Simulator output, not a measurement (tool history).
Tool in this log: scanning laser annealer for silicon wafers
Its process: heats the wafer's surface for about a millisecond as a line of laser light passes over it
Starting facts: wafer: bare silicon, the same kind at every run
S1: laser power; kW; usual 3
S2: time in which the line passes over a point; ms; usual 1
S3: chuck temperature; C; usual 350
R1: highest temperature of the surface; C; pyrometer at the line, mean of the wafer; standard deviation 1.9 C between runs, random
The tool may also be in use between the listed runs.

{"run": 1, "hour": 0.0, "S1": 3, "S2": 1, "S3": 350, "R1": 1106}
{"run": 2, "hour": 14.8, "S1": 3, "S2": 1, "S3": 350, "R1": 1104}
{"run": 3, "hour": 22.5, "S1": 3, "S2": 1, "S3": 350, "R1": 1105}
{"run": 4, "hour": 34.2, "S1": 3, "S2": 0.94, "S3": 350, "R1": 1080}
{"run": 5, "hour": 41.0, "S1": 3, "S2": 0.76, "S3": 350, "R1": 1010}
{"run": 6, "hour": 53.2, "S1": 3, "S2": 0.76, "S3": 350, "R1": 1012}
{"run": 7, "hour": 60.1, "S1": 3, "S2": 0.76, "S3": 350, "R1": 1010}
{"run": 8, "hour": 72.8, "S1": 3, "S2": 0.76, "S3": 350, "R1": 1009}
{"run": 9, "hour": 84.9, "S1": 3, "S2": 0.76, "S3": 350, "R1": 1006}
{"run": 10, "hour": 98.0, "S1": 2.847, "S2": 1, "S3": 350, "R1": 1061}
{"run": 11, "hour": 111.0, "S1": 3, "S2": 1, "S3": 352, "R1": 1101}
{"run": 12, "hour": 118.1, "S1": 3, "S2": 1, "S3": 352, "R1": 1101}
{"run": 13, "hour": 129.1, "S1": 3, "S2": 1, "S3": 352, "R1": 1105}
{"run": 14, "hour": 137.1, "S1": 3, "S2": 1, "S3": 350, "R1": 1103}
{"run": 15, "hour": 151.6, "S1": 3.055, "S2": 1, "S3": 350, "R1": 1117}
{"run": 16, "hour": 160.6, "S1": 3.055, "S2": 1, "S3": 350, "R1": 1119}
{"run": 17, "hour": 171.8, "S1": 3.055, "S2": 1, "S3": 350, "R1": 1116}
{"run": 18, "hour": 186.3, "S1": 3.055, "S2": 1, "S3": 350, "R1": 1116}
{"run": 19, "hour": 193.7, "S1": 3.055, "S2": 1, "S3": 350, "R1": 1119}
{"run": 20, "hour": 199.9, "S1": 3.055, "S2": 1, "S3": 350, "R1": 1119}
{"run": 21, "hour": 212.7, "S1": 3.055, "S2": 1, "S3": 350, "R1": 1117}
{"run": 22, "hour": 221.3, "S1": 2.801, "S2": 0.72, "S3": 316, "R1": 906}
{"run": 23, "hour": 227.8, "S1": 2.801, "S2": 0.72, "S3": 316, "R1": 908}
{"run": 24, "hour": 234.3, "S1": 3.268, "S2": 1, "S3": 313, "R1": 1138}
{"run": 25, "hour": 244.1, "S1": 2.645, "S2": 0.85, "S3": 334, "R1": 936}
{"run": 26, "hour": 258.7, "S1": 3, "S2": 1.23, "S3": 319, "R1": 1149}
{"run": 27, "hour": 268.9, "S1": 3, "S2": 1.23, "S3": 319, "R1": 1148}
{"run": 28, "hour": 277.9, "S1": 2.839, "S2": 1.04, "S3": 350, "R1": 1065}
{"run": 29, "hour": 292.1, "S1": 3.278, "S2": 1, "S3": 350, "R1": 1178}
{"run": 30, "hour": 302.9, "S1": 3.278, "S2": 1, "S3": 350, "R1": 1179}
{"hour": 312.5, "done": "window over the wafer cleaned"}
{"run": 31, "hour": 315.2, "S1": 3.073, "S2": 1.15, "S3": 347, "R1": 1210}
{"run": 32, "hour": 322.9, "S1": 3.073, "S2": 1.15, "S3": 347, "R1": 1209}
{"run": 33, "hour": 336.3, "S1": 2.906, "S2": 0.75, "S3": 350, "R1": 1003}
{"run": 34, "hour": 344.3, "S1": 2.963, "S2": 0.9, "S3": 389, "R1": 1122}
{"run": 35, "hour": 357.7, "S1": 2.963, "S2": 1.24, "S3": 377, "R1": 1231}
{"run": 36, "hour": 366.0, "S1": 2.963, "S2": 1.24, "S3": 377, "R1": 1230}
{"run": 37, "hour": 380.7, "S1": 3.242, "S2": 1, "S3": 368, "R1": 1222}
{"run": 38, "hour": 387.0, "S1": 3.242, "S2": 1, "S3": 368, "R1": 1215}
{"run": 39, "hour": 400.1, "S1": 3.242, "S2": 1, "S3": 368, "R1": 1217}
{"run": 40, "hour": 414.6, "S1": 3.242, "S2": 1, "S3": 368, "R1": 1218}
{"run": 41, "hour": 421.3, "S1": 3, "S2": 1, "S3": 374, "R1": 1155}
{"run": 42, "hour": 435.4, "S1": 2.594, "S2": 1, "S3": 350, "R1": 1010}

Below are 3 alternative next runs, each starting from the tool's condition after run 42. Predict each:
{"run": "A", "hour": 442.9, "S1": 2.979, "S2": 1.19, "S3": 311, "R1": "?"}
{"run": "B", "hour": 442.9, "S1": 2.792, "S2": 0.75, "S3": 317, "R1": "?"}
{"run": "C", "hour": 442.9, "S1": 3.033, "S2": 0.94, "S3": 328, "R1": "?"}

run=A R1=1154
run=B R1=939
run=C R1=1091
The same runs, with their run-to-run variation unchanged, on a tool lacking any hidden condition would have given:
run=A R1=1175
run=B R1=954
run=C R1=1109
